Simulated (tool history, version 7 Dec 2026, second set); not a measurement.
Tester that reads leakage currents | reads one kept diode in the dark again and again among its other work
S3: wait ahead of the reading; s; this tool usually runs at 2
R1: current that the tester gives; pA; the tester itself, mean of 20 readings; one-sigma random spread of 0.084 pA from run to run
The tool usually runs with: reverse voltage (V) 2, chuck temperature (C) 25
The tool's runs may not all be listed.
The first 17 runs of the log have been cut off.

{"run": 18, "day": 121.633, "reverse voltage (V)": 2, "chuck temperature (C)": 54, "S3": 0.84, "R1": 252.52}
{"run": 19, "day": 128.058, "reverse voltage (V)": 7.69, "chuck temperature (C)": 25, "S3": 2, "R1": 56.01}
{"day": 133.462, "done": "tester calibrated"}
{"run": 20, "day": 136.279, "reverse voltage (V)": 4.09, "chuck temperature (C)": 56, "S3": 2, "R1": 430.76}
{"run": 21, "day": 143.746, "reverse voltage (V)": 7.03, "chuck temperature (C)": 28, "S3": 2, "R1": 67.91}
{"run": 22, "day": 152.762, "reverse voltage (V)": 6.84, "chuck temperature (C)": 23, "S3": 2, "R1": 45.75}
{"run": 23, "day": 160.917, "reverse voltage (V)": 1.66, "chuck temperature (C)": 48, "S3": 2, "R1": 143.43}
{"run": 24, "day": 170.517, "reverse voltage (V)": 1.66, "chuck temperature (C)": 48, "S3": 2, "R1": 144.07}
{"run": 25, "day": 177.154, "reverse voltage (V)": 1.82, "chuck temperature (C)": 29, "S3": 3.25, "R1": 34.04}
{"run": 26, "day": 183.371, "reverse voltage (V)": 2, "chuck temperature (C)": 39, "S3": 3.12, "R1": 80.79}
{"run": 27, "day": 193.608, "reverse voltage (V)": 2.62, "chuck temperature (C)": 25, "S3": 5.81, "R1": 31.55}
{"run": 28, "day": 202.958, "reverse voltage (V)": 8.03, "chuck temperature (C)": 30, "S3": 2, "R1": 95.79}
{"run": 29, "day": 213.375, "reverse voltage (V)": 8.03, "chuck temperature (C)": 30, "S3": 2, "R1": 97.15}
{"day": 219.117, "done": "probe card cleaned and baked"}
{"day": 221.096, "done": "chuck's temperature calibrated"}
{"run": 30, "day": 223.154, "reverse voltage (V)": 1.46, "chuck temperature (C)": 45, "S3": 1.85, "R1": 101.21}
{"run": 31, "day": 231.05, "reverse voltage (V)": 1.46, "chuck temperature (C)": 45, "S3": 1.85, "R1": 101.49}
{"run": 32, "day": 239.842, "reverse voltage (V)": 1.46, "chuck temperature (C)": 45, "S3": 1.85, "R1": 102.35}
{"run": 33, "day": 249.267, "reverse voltage (V)": 4.34, "chuck temperature (C)": 25, "S3": 2, "R1": 37.75}
{"run": 34, "day": 256.858, "reverse voltage (V)": 17.28, "chuck temperature (C)": 29, "S3": 1.26, "R1": 125.13}
{"run": 35, "day": 265.062, "reverse voltage (V)": 5.12, "chuck temperature (C)": 25, "S3": 4.24, "R1": 43.02}
{"run": 36, "day": 272.262, "reverse voltage (V)": 5.12, "chuck temperature (C)": 25, "S3": 4.24, "R1": 43.81}
{"run": 37, "day": 280.992, "reverse voltage (V)": 5.12, "chuck temperature (C)": 25, "S3": 4.24, "R1": 44.38}
{"run": 38, "day": 290.792, "reverse voltage (V)": 5.12, "chuck temperature (C)": 25, "S3": 4.24, "R1": 45.82}

Below are 5 alternative next runs, each starting from the tool's condition after run 38. Predict each:
{"run": "A", "day": 300.142, "reverse voltage (V)": 2, "chuck temperature (C)": 38, "S3": 2, "R1": "?"}
{"run": "B", "day": 300.142, "reverse voltage (V)": 5.12, "chuck temperature (C)": 41, "S3": 1.75, "R1": "?"}
{"run": "C", "day": 300.142, "reverse voltage (V)": 1.11, "chuck temperature (C)": 53, "S3": 2.33, "R1": "?"}
{"run": "D", "day": 300.142, "reverse voltage (V)": 6.48, "chuck temperature (C)": 40, "S3": 2.04, "R1": "?"}
{"run": "E", "day": 300.142, "reverse voltage (V)": 12.16, "chuck temperature (C)": 32, "S3": 4.92, "R1": "?"}

run=A R1=74.12
run=B R1=163.92
run=C R1=169.25
run=D R1=176.03
run=E R1=137.41
With no hidden state in the tool, these same runs would have given:
run=A R1=67.72
run=B R1=149.12
run=C R1=158.8
run=D R1=158.99
run=E R1=116.28
